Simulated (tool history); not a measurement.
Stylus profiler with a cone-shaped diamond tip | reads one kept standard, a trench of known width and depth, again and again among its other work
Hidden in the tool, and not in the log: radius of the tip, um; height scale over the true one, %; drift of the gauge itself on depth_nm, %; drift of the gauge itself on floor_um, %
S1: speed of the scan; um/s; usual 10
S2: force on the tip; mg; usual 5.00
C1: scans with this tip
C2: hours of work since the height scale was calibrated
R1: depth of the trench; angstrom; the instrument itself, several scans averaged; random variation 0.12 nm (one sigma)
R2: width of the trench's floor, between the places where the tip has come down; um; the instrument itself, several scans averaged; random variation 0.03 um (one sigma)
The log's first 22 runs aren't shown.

{"run": 23, "hour": 485.4, "S1": 10, "S2": 5.0, "C1": 8570, "C2": 747, "R1": 10214.0, "R2": 46.53}
{"run": 24, "hour": 512.4, "S1": 10, "S2": 6.51, "C1": 8755, "C2": 763, "R1": 10257.0, "R2": 46.44}
{"run": 25, "hour": 533.2, "S1": 21, "S2": 4.25, "C1": 8897, "C2": 776, "R1": 10190.5, "R2": 46.46}
{"run": 26, "hour": 545.8, "S1": 2, "S2": 2.8, "C1": 8984, "C2": 783, "R1": 10144.2, "R2": 46.47}
{"run": 27, "hour": 571.1, "S1": 11, "S2": 3.28, "C1": 9156, "C2": 798, "R1": 10161.2, "R2": 46.51}
{"run": 28, "hour": 600.0, "S1": 11, "S2": 3.28, "C1": 9354, "C2": 815, "R1": 10163.7, "R2": 46.48}
{"run": 29, "hour": 629.9, "S1": 12, "S2": 2.4, "C1": 9559, "C2": 833, "R1": 10132.8, "R2": 46.5}
{"run": 30, "hour": 650.6, "S1": 12, "S2": 2.4, "C1": 9700, "C2": 846, "R1": 10131.0, "R2": 46.5}
{"run": 31, "hour": 666.5, "S1": 33, "S2": 14.46, "C1": 9809, "C2": 855, "R1": 10436.0, "R2": 46.46}
{"run": 32, "hour": 684.8, "S1": 38, "S2": 10.2, "C1": 9935, "C2": 866, "R1": 10343.9, "R2": 46.44}
{"run": 33, "hour": 698.6, "S1": 38, "S2": 10.2, "C1": 10029, "C2": 874, "R1": 10344.4, "R2": 46.45}
{"run": 34, "hour": 724.4, "S1": 15, "S2": 2.34, "C1": 10206, "C2": 890, "R1": 10129.2, "R2": 46.49}
{"run": 35, "hour": 748.1, "S1": 15, "S2": 2.34, "C1": 10368, "C2": 904, "R1": 10130.6, "R2": 46.45}
{"run": 36, "hour": 765.4, "S1": 20, "S2": 4.4, "C1": 10486, "C2": 914, "R1": 10198.1, "R2": 46.44}
{"run": 37, "hour": 792.6, "S1": 28, "S2": 2.59, "C1": 10672, "C2": 930, "R1": 10138.2, "R2": 46.4}

Forecast run 38:
{"run": 38, "hour": 810.7, "S1": 28, "S2": 2.59, "C1": 10796, "C2": 941, "R1": "?", "R2": "?"}

R1: 10135.3 angstrom
R2: 46.44 um
Without the tool's hidden state the same run would have given R1 10135.2 angstrom, R2 46.45 um.

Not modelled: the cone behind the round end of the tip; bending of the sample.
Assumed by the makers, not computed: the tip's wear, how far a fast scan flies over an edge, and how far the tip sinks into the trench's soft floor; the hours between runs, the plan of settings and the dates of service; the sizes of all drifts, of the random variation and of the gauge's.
